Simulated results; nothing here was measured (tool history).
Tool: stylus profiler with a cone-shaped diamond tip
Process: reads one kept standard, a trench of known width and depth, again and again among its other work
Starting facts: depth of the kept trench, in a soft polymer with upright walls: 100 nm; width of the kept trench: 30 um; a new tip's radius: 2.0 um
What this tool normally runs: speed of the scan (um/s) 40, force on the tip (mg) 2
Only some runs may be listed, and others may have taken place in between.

| run | hour | speed of the scan (um/s) | force on the tip (mg) | depth of the trench (Å) | width of the trench's floor (nm) |
|---|---|---|---|---|---|
| 1 | 0 | 40 | 2 | 1012.8 | 28590 |
| 2 | 48.1 | 40 | 2 | 1012.2 | 28580 |
| 3 | 96.8 | 40 | 2 | 1013.1 | 28570 |
| 4 | 133.7 | 40 | 2 | 1013 | 28600 |
| 5 | 178.5 | 40 | 1.19 | 1009.3 | 28520 |
| 6 | 209.2 | 40 | 1.19 | 1008.5 | 28520 |
| 7 | 232.9 | 27 | 2 | 1011.4 | 28600 |
| 8 | 269.2 | 27 | 2 | 1011.9 | 28630 |
| 9 | 311.2 | 27 | 2 | 1013.8 | 28650 |
| 10 | 353.1 | 27 | 2 | 1013.5 | 28660 |
| 11 | 378 | 27 | 2 | 1013.8 | 28650 |
| 12 | 414.8 | 40 | 2 | 1012.5 | 28540 |
| 13 | 464.6 | 40 | 2 | 1014 | 28590 |
| 14 | 522.7 | 40 | 2 | 1012.9 | 28530 |
| 15 | 563.3 | 40 | 0.69 | 1006.2 | 28410 |
| 16 | 598.2 | 40 | 0.69 | 1007.2 | 28460 |
| 17 | 655.7 | 76 | 2 | 1012.8 | 28390 |
| 18 | 695.9 | 76 | 2 | 1012.7 | 28440 |
| 19 | 743.2 | 40 | 5.85 | 1024.8 | 28640 |
| 20 | 792.6 | 40 | 5.85 | 1026.7 | 28650 |
| 21 | 851.6 | 40 | 5.85 | 1025.8 | 28630 |
| 22 | 908.8 | 40 | 2 | 1012.4 | 28590 |
| 23 | 965.2 | 40 | 2 | 1012.6 | 28630 |
| 24 | 992.3 | 11 | 0.81 | 1006.6 | 28650 |
| 25 | 1036.5 | 11 | 0.81 | 1006.6 | 28650 |
| 26 | 1062.7 | 11 | 0.81 | 1007.4 | 28680 |
| 27 | 1120 | 75 | 1.46 | 1010.2 | 28350 |
| 28 | 1161.1 | 19 | 3 | 1015.2 | 28660 |
| 29 | 1214.6 | 19 | 3 | 1017.5 | 28650 |
| 30 | 1244 | 19 | 3 | 1016.4 | 28690 |
| 31 | 1280.5 | 20 | 2.72 | 1015.6 | 28700 |
| 32 | 1338.4 | 11 | 1.95 | 1012.2 | 28660 |
| 33 | 1377.7 | 92 | 1.15 | 1009.1 | 28220 |
| 34 | 1414.3 | 155 | 1.1 | 1007.7 | 27770 |
| 35 | 1449.2 | 155 | 1.1 | 1007.5 | 27850 |
| 36 | 1501.4 | 37 | 1.5 | 1009.6 | 28530 |
| 37 | 1540 | 64 | 4.61 | 1021.9 | 28590 |
| 38 | 1581.7 | 64 | 4.61 | 1022.3 | 28600 |
| 39 | 1631.1 | 64 | 4.61 | 1022.2 | 28590 |
| 40 | 1668.2 | 19 | 3.13 | 1017.1 | 28710 |
| 41 | 1704.1 | 23 | 3.8 | 1019.6 | 28630 |
| 42 | 1759 | 23 | 3.8 | 1018.4 | 28640 |
| 43 | 1792.1 | 23 | 3.8 | 1019.8 | 28650 |
| 44 | 1842.4 | 23 | 3.8 | 1018.7 | 28690 |
| 45 | 1900.9 | 23 | 3.8 | 1019 | 28670 |
| 46 | 1928 | 62 | 1.97 | 1012.7 | 28450 |

4 options for the next run, each taken on its own from the tool as it stands now. Forecast them:
| A | 1969.7 | 29 | 1.7 | ? | ? |
| B | 1969.7 | 28 | 1.21 | ? | ? |
| C | 1969.7 | 62 | 1.35 | ? | ? |
| D | 1969.7 | 40 | 1.34 | ? | ? |

| run | depth of the trench (Å) | width of the trench's floor (nm) |
|---|---|---|
| A | 1011.2 | 28620 |
| B | 1008.6 | 28580 |
| C | 1008.8 | 28420 |
| D | 1009.5 | 28490 |
Without the tool's hidden state the same runs would have given:
| run | depth of the trench (Å) | width of the trench's floor (nm) |
|---|---|---|
| A | 1011.4 | 28630 |
| B | 1008.8 | 28590 |
| C | 1009 | 28430 |
| D | 1009.7 | 28500 |

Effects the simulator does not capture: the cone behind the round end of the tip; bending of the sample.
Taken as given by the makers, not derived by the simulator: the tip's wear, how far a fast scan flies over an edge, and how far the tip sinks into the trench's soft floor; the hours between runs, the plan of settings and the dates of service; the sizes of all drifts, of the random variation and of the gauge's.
